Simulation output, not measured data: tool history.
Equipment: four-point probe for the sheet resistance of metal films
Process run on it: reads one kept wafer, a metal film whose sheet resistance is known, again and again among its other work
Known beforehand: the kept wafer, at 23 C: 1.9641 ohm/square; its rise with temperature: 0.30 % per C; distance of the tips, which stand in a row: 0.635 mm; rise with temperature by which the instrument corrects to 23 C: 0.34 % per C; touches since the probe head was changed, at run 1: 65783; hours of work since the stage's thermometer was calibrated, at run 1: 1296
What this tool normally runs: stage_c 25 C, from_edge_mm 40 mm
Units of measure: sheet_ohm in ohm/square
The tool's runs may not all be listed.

run,hour,stage_c,from_edge_mm,touches since the probe head was changed,hours of work since the stage's thermometer was calibrated,sheet_ohm
1,0.0,25,40,65783,1296,1.962683
2,77.5,25,40,69255,1347,1.961776
3,116.4,25,40,70996,1372,1.963083
4,192.8,25,40,74420,1422,1.962581
5,250.6,25,40,77010,1460,1.961948
6,300.4,25,40,79241,1492,1.961931
7,376.2,25,40,82636,1542,1.962978
8,425.6,25,40,84850,1574,1.963030
9,500.4,25,40,88203,1623,1.962986
10,532.4,25,40,89637,1644,1.962971
11,571.2,25,40,91375,1669,1.962223
12,605.9,25,40,92926,1692,1.963073
13,683.4,25,40,96400,1743,1.962118
14,728.3,29,5,98411,1772,1.976691
15,769.2,34,10,100245,1799,1.958766
16,820.6,22,4,102546,1832,1.991094
17,876.2,22,4,105039,1868,1.990955
18,948.2,29,69,108263,1915,1.959320
19,1019.0,20,6,111436,1962,1.978163
20,1067.4,32,6,113606,1993,1.968355
21,1108.3,22,51,115436,2020,1.964446
22,1179.4,22,51,118624,2066,1.964623
# hour 1204.6: stage's thermometer calibrated
23,1256.5,22,51,122056,34,1.964594
24,1305.8,22,51,124263,66,1.964857

Below are 4 alternative next runs, each starting from the tool's condition after run 24. Predict each:
A,1380.2,30,48,127598,115,?
B,1380.2,26,28,127598,115,?
C,1380.2,18,43,127598,115,?
D,1380.2,23,5,127598,115,?

run,sheet_ohm
A,1.958253
B,1.962216
C,1.967934
D,1.980364
With no hidden state in the tool, these same runs would have given:
run,sheet_ohm
A,1.958609
B,1.962573
C,1.968293
D,1.980724
